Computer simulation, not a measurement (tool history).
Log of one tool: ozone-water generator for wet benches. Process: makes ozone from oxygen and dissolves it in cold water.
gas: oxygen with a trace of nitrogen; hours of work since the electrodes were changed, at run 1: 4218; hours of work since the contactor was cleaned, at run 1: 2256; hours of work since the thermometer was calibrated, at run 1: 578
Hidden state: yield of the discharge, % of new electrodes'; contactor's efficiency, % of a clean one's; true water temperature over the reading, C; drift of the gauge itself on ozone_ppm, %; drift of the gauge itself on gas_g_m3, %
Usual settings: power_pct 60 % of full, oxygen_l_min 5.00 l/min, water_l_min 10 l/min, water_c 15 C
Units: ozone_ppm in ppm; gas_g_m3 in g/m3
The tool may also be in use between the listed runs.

run,hour,power_pct,oxygen_l_min,water_l_min,water_c,hours of work since the electrodes were changed,hours of work since the contactor was cleaned,hours of work since the thermometer was calibrated,ozone_ppm,gas_g_m3
1,0.0,60,5.00,10,15,4218,2256,578,25.7,169.8
2,51.6,60,5.00,10,15,4267,2306,627,25.8,169.6
3,114.9,60,5.00,10,15,4328,2366,688,25.3,170.9
4,219.3,60,5.00,10,15,4428,2466,788,25.8,171.5
5,285.8,60,5.00,10,10,4492,2530,851,28.0,169.0
6,348.0,60,5.00,10,15,4551,2590,911,26.0,170.0
7,425.5,60,5.00,10,15,4625,2664,985,25.6,171.4
8,538.4,60,5.00,6,15,4733,2772,1093,33.1,170.6
9,601.7,63,5.00,8,9,4794,2832,1154,34.1,178.0
10,699.6,63,5.00,8,9,4888,2926,1247,33.7,177.7
11,798.6,63,5.00,8,9,4982,3021,1342,34.2,177.7
12,867.6,60,5.04,10,8,5048,3087,1408,29.1,169.3
13,924.0,60,6.14,10,11,5102,3141,1462,28.2,160.1
14,999.2,47,3.62,6,7,5174,3213,1534,31.0,154.6

Hidden state or all else? Some run-to-run changes of gas_g_m3, split into what the settings, what came in and random variation would give without the hidden state, and what is left for the hidden state (with any gauge scatter that isn't in both results):
Run 3 -> 4: no setting changed, nothing entered. gas_g_m3 +0.6 g/m3: hidden state +0.2, all else +0.4.
Run 12 -> 13: oxygen_l_min 5.04 -> 6.14, water_c 8 -> 11. gas_g_m3 -9.2 g/m3: hidden state +0.1, all else -9.3.

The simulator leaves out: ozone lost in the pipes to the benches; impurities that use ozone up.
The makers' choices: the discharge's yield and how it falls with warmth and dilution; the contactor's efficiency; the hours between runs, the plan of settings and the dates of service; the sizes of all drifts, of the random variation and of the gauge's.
